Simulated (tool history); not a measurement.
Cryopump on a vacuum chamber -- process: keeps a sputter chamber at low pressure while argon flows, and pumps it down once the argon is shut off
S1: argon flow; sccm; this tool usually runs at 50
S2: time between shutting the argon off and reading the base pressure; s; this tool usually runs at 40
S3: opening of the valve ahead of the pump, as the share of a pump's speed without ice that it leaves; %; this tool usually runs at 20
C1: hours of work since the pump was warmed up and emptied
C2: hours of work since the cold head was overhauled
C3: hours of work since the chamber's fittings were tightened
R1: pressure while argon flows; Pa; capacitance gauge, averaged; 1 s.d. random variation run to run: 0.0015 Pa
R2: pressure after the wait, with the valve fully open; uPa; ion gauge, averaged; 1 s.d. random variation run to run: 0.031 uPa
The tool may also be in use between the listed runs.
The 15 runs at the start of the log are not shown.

run    hour  S1   S2  S3    C1    C2    C3      R1    R2
 16  1079.7  50  260  20   742  3027  1361  0.3596  1.77
 17  1124.1  39  260  20   776  3060  1394  0.2847  1.75
 18  1205.2  38   63  20   836  3121  1455  0.2763  2.52
 19  1258.8  38   63  20   876  3161  1495  0.2780  2.58
 20  1296.7  38   63  20   905  3190  1523  0.2784  2.61
 21  1350.4  26   97  25   945  3230  1564  0.1525  2.37
 22  1406.3  44  152  49   987  3271  1605  0.1409  2.17
 23  1470.6  96  135  22  1035  3320  1654  0.6468  2.32
 24  1547.3  50   40  23  1092  3377  1711  0.3231  3.31
     1594.5  -- pump warmed up, emptied and cooled again
 25  1606.6  50   40  23     9  3418  1751  0.3077  3.06
 26  1684.0  26  297  30    67  3475  1809  0.1245  1.96
 27  1772.3  79   25  18   133  3541  1875  0.6199  4.00
 28  1846.9  38  164  46   189  3597  1931  0.1195  2.13
 29  1887.6  38  164  46   219  3628  1962  0.1202  2.23
 30  1940.9  38  164  46   259  3668  2001  0.1215  2.22
 31  2012.1  24  153  33   312  3721  2055  0.1051  2.42
 32  2053.4  50   28  41   343  3752  2086  0.1770  4.01
 33  2090.5  50   28  41   371  3779  2113  0.1785  4.06
 34  2148.7  77  110  58   414  3823  2157  0.1987  2.58

Each row is a separate what-if for the run after 34, all from the same tool condition, not one after another. Results?
  A  2203.3  50   40  40  455  3864  2198   ?   ?
  B  2203.3  50   40  41  455  3864  2198   ?   ?
  C  2203.3  77  110  52  455  3864  2198   ?   ?

run      R1    R2
  A  0.1848  3.55
  B  0.1782  3.57
  C  0.2186  2.71
The same runs, with their run-to-run variation unchanged, on a tool lacking any hidden condition would have given:
run      R1    R2
  A  0.1763  1.61
  B  0.1698  1.61
  C  0.2057  0.76

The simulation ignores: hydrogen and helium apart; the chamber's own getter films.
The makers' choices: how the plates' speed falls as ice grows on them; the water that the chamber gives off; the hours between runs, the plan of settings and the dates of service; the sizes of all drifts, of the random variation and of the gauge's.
